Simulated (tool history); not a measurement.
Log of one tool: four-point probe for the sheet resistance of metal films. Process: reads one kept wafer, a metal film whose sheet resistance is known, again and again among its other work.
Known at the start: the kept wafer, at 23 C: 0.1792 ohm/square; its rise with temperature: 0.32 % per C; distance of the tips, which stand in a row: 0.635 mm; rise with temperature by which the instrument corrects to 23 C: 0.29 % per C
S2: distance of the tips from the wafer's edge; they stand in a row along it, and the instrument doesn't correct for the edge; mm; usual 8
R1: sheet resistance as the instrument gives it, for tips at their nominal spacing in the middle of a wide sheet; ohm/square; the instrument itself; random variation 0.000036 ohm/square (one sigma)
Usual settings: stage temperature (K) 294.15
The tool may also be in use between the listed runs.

{"run": 1, "hour": 0.0, "stage temperature (K)": 294.15, "S2": 8, "R1": 0.17975}
{"run": 2, "hour": 38.6, "stage temperature (K)": 294.15, "S2": 8, "R1": 0.179719}
{"run": 3, "hour": 84.5, "stage temperature (K)": 294.15, "S2": 5, "R1": 0.18064}
{"run": 4, "hour": 109.1, "stage temperature (K)": 294.15, "S2": 5, "R1": 0.180612}
{"run": 5, "hour": 142.8, "stage temperature (K)": 294.15, "S2": 55, "R1": 0.179063}
{"run": 6, "hour": 171.6, "stage temperature (K)": 302.15, "S2": 55, "R1": 0.179625}
{"run": 7, "hour": 213.3, "stage temperature (K)": 302.15, "S2": 55, "R1": 0.179595}
{"run": 8, "hour": 236.3, "stage temperature (K)": 302.15, "S2": 55, "R1": 0.17961}
{"run": 9, "hour": 277.0, "stage temperature (K)": 302.15, "S2": 55, "R1": 0.179644}
{"run": 10, "hour": 298.2, "stage temperature (K)": 296.15, "S2": 29, "R1": 0.179226}
{"run": 11, "hour": 336.6, "stage temperature (K)": 296.15, "S2": 29, "R1": 0.179234}
{"run": 12, "hour": 363.9, "stage temperature (K)": 298.15, "S2": 15, "R1": 0.179535}
{"run": 13, "hour": 394.2, "stage temperature (K)": 307.15, "S2": 11, "R1": 0.18017}
{"run": 14, "hour": 428.9, "stage temperature (K)": 301.15, "S2": 10, "R1": 0.179883}
{"run": 15, "hour": 454.2, "stage temperature (K)": 305.15, "S2": 20, "R1": 0.1799}
{"run": 16, "hour": 500.3, "stage temperature (K)": 305.15, "S2": 20, "R1": 0.17993}

Forecast each of these 3 alternatives for the next run:
{"run": "A", "hour": 525.1, "stage temperature (K)": 302.15, "S2": 4, "R1": "?"}
{"run": "B", "hour": 525.1, "stage temperature (K)": 294.15, "S2": 7, "R1": "?"}
{"run": "C", "hour": 525.1, "stage temperature (K)": 300.15, "S2": 20, "R1": "?"}

run=A R1=0.181986
run=B R1=0.179891
run=C R1=0.179472
Without the tool's hidden state the same runs would have given:
run=A R1=0.181980
run=B R1=0.179885
run=C R1=0.179466

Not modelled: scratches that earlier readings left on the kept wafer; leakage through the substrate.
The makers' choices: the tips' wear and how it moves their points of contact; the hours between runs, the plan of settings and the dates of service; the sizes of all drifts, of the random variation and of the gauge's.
